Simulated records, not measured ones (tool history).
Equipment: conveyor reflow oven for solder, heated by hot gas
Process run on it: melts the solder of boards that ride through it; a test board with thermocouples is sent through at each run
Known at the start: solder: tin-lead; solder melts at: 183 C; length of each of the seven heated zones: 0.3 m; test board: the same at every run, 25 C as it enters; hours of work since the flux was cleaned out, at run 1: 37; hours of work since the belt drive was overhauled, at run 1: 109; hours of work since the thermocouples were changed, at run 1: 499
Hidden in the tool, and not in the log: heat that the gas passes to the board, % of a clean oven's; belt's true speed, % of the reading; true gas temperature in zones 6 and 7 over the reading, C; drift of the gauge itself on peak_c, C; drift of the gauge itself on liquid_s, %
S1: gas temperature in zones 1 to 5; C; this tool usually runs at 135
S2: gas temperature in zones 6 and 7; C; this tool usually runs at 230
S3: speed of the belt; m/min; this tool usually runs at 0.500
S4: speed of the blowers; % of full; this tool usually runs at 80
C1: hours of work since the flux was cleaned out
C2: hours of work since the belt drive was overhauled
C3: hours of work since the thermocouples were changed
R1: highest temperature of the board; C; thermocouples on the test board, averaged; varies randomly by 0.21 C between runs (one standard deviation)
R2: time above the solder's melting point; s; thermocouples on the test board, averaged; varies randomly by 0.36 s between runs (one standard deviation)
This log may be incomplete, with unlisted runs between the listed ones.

| run | hour | S1 | S2 | S3 | S4 | C1 | C2 | C3 | R1 | R2 |
|---|---|---|---|---|---|---|---|---|---|---|
| 1 | 0.0 | 135 | 230 | 0.500 | 80 | 37 | 109 | 499 | 214.2 | 51.1 |
| 2 | 4.9 | 135 | 230 | 0.582 | 80 | 41 | 113 | 503 | 208.9 | 37.7 |
| 3 | 10.9 | 135 | 230 | 0.582 | 80 | 45 | 118 | 507 | 208.8 | 38.4 |
| 4 | 15.3 | 135 | 230 | 0.582 | 80 | 49 | 121 | 511 | 208.9 | 37.7 |
| 5 | 20.5 | 135 | 230 | 0.582 | 80 | 53 | 125 | 515 | 208.9 | 39.0 |
| 6 | 30.3 | 135 | 230 | 0.582 | 80 | 61 | 133 | 522 | 209.1 | 38.4 |
| 7 | 38.9 | 125 | 230 | 0.500 | 80 | 67 | 139 | 529 | 212.3 | 46.4 |
| 8 | 44.5 | 125 | 230 | 0.409 | 80 | 72 | 144 | 533 | 219.1 | 64.2 |
| 9 | 51.8 | 125 | 230 | 0.409 | 80 | 77 | 149 | 539 | 219.0 | 64.2 |
| 10 | 57.3 | 125 | 230 | 0.409 | 80 | 81 | 154 | 543 | 218.7 | 64.0 |
|  | 61.7 | thermocouples of zones 6 and 7 changed |
| 11 | 66.4 | 125 | 230 | 0.409 | 80 | 87 | 159 | 4 | 217.5 | 63.0 |
| 12 | 71.5 | 135 | 230 | 0.500 | 80 | 91 | 163 | 8 | 212.8 | 48.7 |
| 13 | 76.9 | 135 | 230 | 0.500 | 80 | 95 | 167 | 12 | 212.4 | 49.3 |
| 14 | 85.0 | 135 | 230 | 0.500 | 80 | 101 | 174 | 18 | 212.6 | 49.2 |
| 15 | 89.7 | 135 | 230 | 0.500 | 80 | 105 | 177 | 22 | 212.4 | 49.3 |
| 16 | 98.7 | 135 | 239 | 0.500 | 80 | 112 | 184 | 29 | 220.0 | 54.8 |
| 17 | 103.6 | 135 | 239 | 0.500 | 80 | 116 | 188 | 32 | 219.8 | 54.9 |
| 18 | 108.0 | 149 | 233 | 0.450 | 52 | 119 | 192 | 36 | 214.6 | 61.0 |
| 19 | 116.7 | 143 | 233 | 0.450 | 68 | 126 | 198 | 43 | 217.3 | 61.7 |
| 20 | 125.3 | 143 | 233 | 0.450 | 68 | 133 | 205 | 49 | 217.4 | 62.1 |
| 21 | 133.4 | 128 | 223 | 0.551 | 66 | 139 | 211 | 56 | 197.7 | 26.1 |
| 22 | 138.4 | 143 | 223 | 0.548 | 66 | 143 | 215 | 59 | 202.6 | 36.6 |
| 23 | 143.6 | 143 | 223 | 0.548 | 66 | 147 | 219 | 63 | 201.8 | 36.3 |
| 24 | 149.5 | 138 | 222 | 0.588 | 50 | 151 | 224 | 68 | 191.8 | 17.4 |
| 25 | 155.3 | 131 | 230 | 0.422 | 57 | 156 | 228 | 73 | 211.7 | 55.5 |
| 26 | 161.1 | 131 | 230 | 0.422 | 57 | 160 | 233 | 77 | 211.7 | 56.0 |
|  | 176.0 | flux residue cleaned out of gas plates and filters |
| 27 | 176.0 | 124 | 244 | 0.451 | 57 | 0 | 240 | 85 | 221.1 | 57.8 |
| 28 | 182.5 | 135 | 224 | 0.451 | 57 | 5 | 245 | 90 | 206.4 | 47.5 |
| 29 | 189.9 | 135 | 224 | 0.451 | 57 | 11 | 251 | 95 | 206.1 | 47.3 |
| 30 | 196.9 | 135 | 224 | 0.451 | 57 | 16 | 257 | 101 | 206.1 | 46.8 |
| 31 | 203.7 | 135 | 224 | 0.546 | 87 | 21 | 262 | 106 | 207.5 | 40.3 |
| 32 | 213.1 | 135 | 224 | 0.546 | 87 | 29 | 269 | 113 | 207.0 | 40.0 |

How the hidden state differs across the entries between the runs, from the last listed run before each to the first after it:
From run 10 to run 11: thermocouples of zones 6 and 7 changed (hour 61.7)
  heat that the gas passes to the board, % of a clean oven's: 96.6 -> 96.5; belt's true speed, % of the reading: 99.7 -> 99.69; true gas temperature in zones 6 and 7 over the reading, C: 2.16 -> 0.38
  what was measured, less what the result would be without the hidden state, R1: +1.2 -> -0.4 C; R2: +0.9 -> -0.4 s
From run 26 to run 27: flux residue cleaned out of gas plates and filters (hour 176.0)
  heat that the gas passes to the board, % of a clean oven's: 94.9 -> 99.3; belt's true speed, % of the reading: 99.55 -> 99.54; true gas temperature in zones 6 and 7 over the reading, C: 0.6 -> 0.63
  what was measured, less what the result would be without the hidden state, R1: -0.5 -> +0.5 C; R2: -0.5 -> +0.7 s
